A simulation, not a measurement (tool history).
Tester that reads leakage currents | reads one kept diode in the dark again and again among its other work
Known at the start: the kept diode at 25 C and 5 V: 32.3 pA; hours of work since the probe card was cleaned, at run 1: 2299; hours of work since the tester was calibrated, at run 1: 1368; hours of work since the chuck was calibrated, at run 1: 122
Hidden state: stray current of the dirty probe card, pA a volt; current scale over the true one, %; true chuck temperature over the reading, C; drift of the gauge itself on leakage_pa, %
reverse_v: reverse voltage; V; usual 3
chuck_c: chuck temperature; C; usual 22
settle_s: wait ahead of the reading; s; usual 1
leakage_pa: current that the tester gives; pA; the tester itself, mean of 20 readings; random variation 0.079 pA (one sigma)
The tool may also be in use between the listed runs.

run,day,reverse_v,chuck_c,settle_s,hours of work since the probe card was cleaned,hours of work since the tester was calibrated,hours of work since the chuck was calibrated,leakage_pa
1,0,3,22,1,2299,1368,122,25.25
2,1.825,3,22,1,2333,1402,156,25.33
3,3.467,3,22,1,2364,1433,187,25.58
# day 5.471: probe card cleaned and baked
4,6.258,3,22,1,15,1483,237,28.26
5,8.038,3,22,0.31,48,1516,270,30.22
6,10.088,3,22,1,86,1554,308,28.36
7,13.346,3,22,1,147,1615,369,28.45
8,14.812,3,22,1,175,1643,397,28.55
# day 17.308: probe card cleaned and baked, once more
9,17.871,3,22,1,10,1697,451,19.7
10,21.029,3,22,1.33,70,1757,510,19.74
11,23.317,13.95,32,1.62,112,1799,553,94.65
12,26.288,13.95,32,1.62,168,1855,609,95.38
13,28.171,13.95,32,1.62,203,1890,644,95.13
14,30.921,2.65,43,1,254,1941,695,101.05
15,34.033,5.08,22,3.38,313,2000,753,25.35
16,35.967,9.67,20,3.12,349,2036,790,30.35
17,39.229,9.67,20,3.12,410,2097,851,30.88
18,40.646,3,22,1.08,436,2123,877,20.11
19,42.404,3,22,1.06,469,2156,910,20.24

Hidden state at the last listed run before each entry between runs and at the first one after, where it differs:
Between runs 3 and 4: probe card cleaned and baked (day 5.471)
  stray current of the dirty probe card, pA a volt: 1.832 -> 2.818; current scale over the true one, %: -0.72 -> -0.74; true chuck temperature over the reading, C: -0.14 -> -0.17
  measured less the result without the state, leakage_pa: +5.04 -> +7.88 pA
Between runs 8 and 9: probe card cleaned and baked, once more (day 17.308)
  stray current of the dirty probe card, pA a volt: 2.94 -> 0.031; current scale over the true one, %: -0.83 -> -0.86; true chuck temperature over the reading, C: -0.27 -> -0.31
  measured less the result without the state, leakage_pa: +8.06 -> -0.67 pA
